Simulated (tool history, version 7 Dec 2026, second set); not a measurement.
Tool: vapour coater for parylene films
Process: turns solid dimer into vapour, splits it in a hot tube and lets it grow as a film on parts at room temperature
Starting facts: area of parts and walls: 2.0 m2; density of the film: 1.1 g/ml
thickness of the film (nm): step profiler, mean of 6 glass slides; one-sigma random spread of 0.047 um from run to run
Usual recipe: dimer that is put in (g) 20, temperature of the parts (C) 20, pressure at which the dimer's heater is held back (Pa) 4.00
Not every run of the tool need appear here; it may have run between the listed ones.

| run | hour | dimer that is put in (g) | temperature of the parts (C) | pressure at which the dimer's heater is held back (Pa) | thickness of the film (nm) |
|---|---|---|---|---|---|
| 1 | 0.0 | 20 | 20 | 4.00 | 4870 |
| 2 | 41.5 | 20 | 20 | 4.00 | 4830 |
| 3 | 83.8 | 20 | 14 | 4.00 | 5570 |
| 4 | 137.8 | 20 | 14 | 4.00 | 5430 |
|  | 186.0 | trap's valve overhauled |
| 5 | 195.3 | 20 | 27 | 4.00 | 4390 |
| 6 | 246.3 | 20 | 20 | 3.26 | 5380 |
| 7 | 285.6 | 20 | 20 | 3.26 | 5310 |
| 8 | 320.1 | 31 | 20 | 4.00 | 7910 |
| 9 | 346.2 | 31 | 20 | 4.00 | 7720 |
| 10 | 380.0 | 31 | 20 | 4.00 | 7820 |
| 11 | 427.1 | 32 | 20 | 4.00 | 7780 |
| 12 | 471.7 | 20 | 20 | 4.00 | 4820 |
| 13 | 529.5 | 20 | 20 | 4.00 | 4810 |
| 14 | 555.6 | 20 | 20 | 4.00 | 4640 |
| 15 | 583.2 | 20 | 20 | 4.00 | 4670 |
| 16 | 637.5 | 20 | 13 | 4.00 | 5530 |
| 17 | 699.1 | 20 | 20 | 4.00 | 4570 |
|  | 712.1 | trap's valve overhauled |
| 18 | 748.7 | 20 | 20 | 4.00 | 5240 |
| 19 | 787.5 | 20 | 20 | 4.00 | 5210 |
| 20 | 832.3 | 10 | 26 | 4.88 | 2190 |
| 21 | 861.0 | 10 | 26 | 4.88 | 2150 |
| 22 | 910.3 | 20 | 23 | 8.94 | 4180 |
| 23 | 947.3 | 20 | 14 | 6.14 | 5440 |
| 24 | 991.8 | 27 | 20 | 4.20 | 6590 |
| 25 | 1018.1 | 20 | 19 | 2.00 | 5420 |
| 26 | 1060.3 | 16 | 15 | 8.41 | 3940 |
| 27 | 1105.3 | 17 | 15 | 11.47 | 4010 |
| 28 | 1165.8 | 17 | 15 | 11.47 | 3880 |
| 29 | 1194.7 | 17 | 15 | 11.47 | 3910 |
|  | 1236.2 | trap's valve overhauled |
| 30 | 1262.2 | 33 | 20 | 6.65 | 8060 |
| 31 | 1317.1 | 36 | 24 | 4.88 | 8230 |
| 32 | 1365.5 | 20 | 23 | 3.61 | 4690 |
| 33 | 1424.1 | 17 | 26 | 10.24 | 3230 |
| 34 | 1468.8 | 17 | 26 | 10.24 | 3220 |
| 35 | 1497.0 | 17 | 26 | 10.24 | 3100 |
| 36 | 1527.9 | 17 | 26 | 10.24 | 3110 |
| 37 | 1561.4 | 17 | 26 | 10.24 | 3090 |
| 38 | 1598.1 | 17 | 26 | 10.24 | 3060 |

Predict each of these 5 candidate next runs independently; none follows another, all start after run 38:
| A | 1651.1 | 17 | 12 | 10.24 | ? |
| B | 1651.1 | 13 | 21 | 8.76 | ? |
| C | 1651.1 | 34 | 12 | 3.98 | ? |
| D | 1651.1 | 13 | 20 | 4.00 | ? |
| E | 1651.1 | 18 | 15 | 10.24 | ? |

| run | thickness of the film (nm) |
|---|---|
| A | 4320 |
| B | 2660 |
| C | 9760 |
| D | 2990 |
| E | 4220 |
Take away the tool's hidden state, keep each run's random variation, and the runs would have read:
| run | thickness of the film (nm) |
|---|---|
| A | 5020 |
| B | 3090 |
| C | 11360 |
| D | 3480 |
| E | 4900 |
